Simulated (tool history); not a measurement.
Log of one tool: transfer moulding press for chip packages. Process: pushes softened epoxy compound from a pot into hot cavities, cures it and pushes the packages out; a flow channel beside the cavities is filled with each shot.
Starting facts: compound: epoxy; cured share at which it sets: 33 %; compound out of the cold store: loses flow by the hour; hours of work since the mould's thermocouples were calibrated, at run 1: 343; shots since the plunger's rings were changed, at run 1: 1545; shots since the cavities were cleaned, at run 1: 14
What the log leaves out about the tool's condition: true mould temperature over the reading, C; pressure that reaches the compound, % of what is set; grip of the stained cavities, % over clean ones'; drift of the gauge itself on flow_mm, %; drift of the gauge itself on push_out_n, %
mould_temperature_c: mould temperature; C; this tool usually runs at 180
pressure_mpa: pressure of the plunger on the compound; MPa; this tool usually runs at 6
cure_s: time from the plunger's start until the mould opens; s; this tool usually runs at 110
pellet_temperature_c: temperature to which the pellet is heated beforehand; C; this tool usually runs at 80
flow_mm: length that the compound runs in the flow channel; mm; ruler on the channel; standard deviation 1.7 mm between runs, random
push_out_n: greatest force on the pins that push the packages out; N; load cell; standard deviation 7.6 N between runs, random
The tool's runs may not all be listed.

run	hour	mould_temperature_c	pressure_mpa	cure_s	pellet_temperature_c	hours of work since the mould's thermocouples were calibrated	shots since the plunger's rings were changed	shots since the cavities were cleaned	incoming compound's hours out of the cold store	flow_mm	push_out_n
1	0	180	6	110	80	343	1545	14	38.6	522	327
2	20.5	180	6	110	80	358	1821	290	9.4	605	486
3	34.7	180	6	110	80	369	2013	482	17.1	579	525
# hour 42.1: cavities cleaned with cleaning compound and waxed
4	50.8	180	6	110	80	381	2211	118	23	559	403
5	72.6	180	6	110	80	397	2505	412	39.1	514	469
# hour 85.3: cavities cleaned with cleaning compound and waxed
6	87.9	180	4.93	110	80	408	2692	35	14	532	361
7	102.6	180	6	110	80	419	2890	233	26.7	547	451
8	121.5	180	6	118	80	434	3145	488	22.2	554	490
# hour 129.5: cavities cleaned with cleaning compound and waxed
9	144.5	180	6	110	80	451	3436	203	41.4	500	435
10	157.4	180	6	110	80	460	3610	377	26.2	544	493
# hour 174.1: cavities cleaned with cleaning compound and waxed
# hour 177.5: mould's thermocouples calibrated
11	187.5	180	6	110	71	8	3969	154	13.6	577	422
12	214	180	6	110	80	28	4327	512	32.6	520	500
# hour 220.1: cavities cleaned with cleaning compound and waxed
13	241.2	180	6	110	80	48	4675	286	10	580	462
14	257.8	180	6	110	80	61	4898	509	31.6	515	508
# hour 264.1: cavities cleaned with cleaning compound and waxed
15	274.8	180	6	110	80	73	5107	144	17.3	561	388
# hour 282.4: mould's thermocouples calibrated, once more
# hour 291.8: plunger's sealing rings changed
16	296	174	6	110	80	9	57	370	42.7	532	587
# hour 312.6: cavities cleaned with cleaning compound and waxed
17	316.6	182	6.32	132	71	23	315	54	31.9	561	341
18	331.7	181	6	110	89	35	519	258	27.5	558	458
# hour 355.7: cavities cleaned with cleaning compound and waxed
19	355.7	183	6.69	110	88	52	823	0	16	621	316
20	367.6	183	6.69	105	88	61	983	160	32.4	565	399
21	393.5	179	7.12	131	83	81	1334	511	37.8	573	483
# hour 398.6: cavities cleaned with cleaning compound and waxed
22	423	180	6	110	72	103	1711	329	15	587	497
# hour 442.3: cavities cleaned with cleaning compound and waxed
23	447.1	174	6	124	80	120	2017	65	17.2	597	408
24	471.3	176	6	110	80	139	2344	392	45	508	545
# hour 485.7: cavities cleaned with cleaning compound and waxed
25	495.4	176	6	110	80	157	2649	132	40.6	517	439
26	511.8	180	5.03	125	87	169	2870	353	45.4	454	458
27	526.5	180	5.03	125	87	181	3068	551	42.3	458	493
# hour 530.6: cavities cleaned with cleaning compound and waxed
28	552.8	180	6.38	110	72	200	3404	300	40.5	519	450

What if the next run were any one of these 3? Each begins from the tool's condition after run 28:
A	566.2	186	6.82	99	80	210	3585	481	21.7	?	?
B	566.2	180	6.38	110	74	210	3585	481	19.9	?	?
C	566.2	175	6	110	80	210	3585	481	41.7	?	?

run	flow_mm	push_out_n
A	582	509
B	580	510
C	510	564
Without the tool's hidden state the same runs would have given:
run	flow_mm	push_out_n
A	611	325
B	608	324
C	535	356
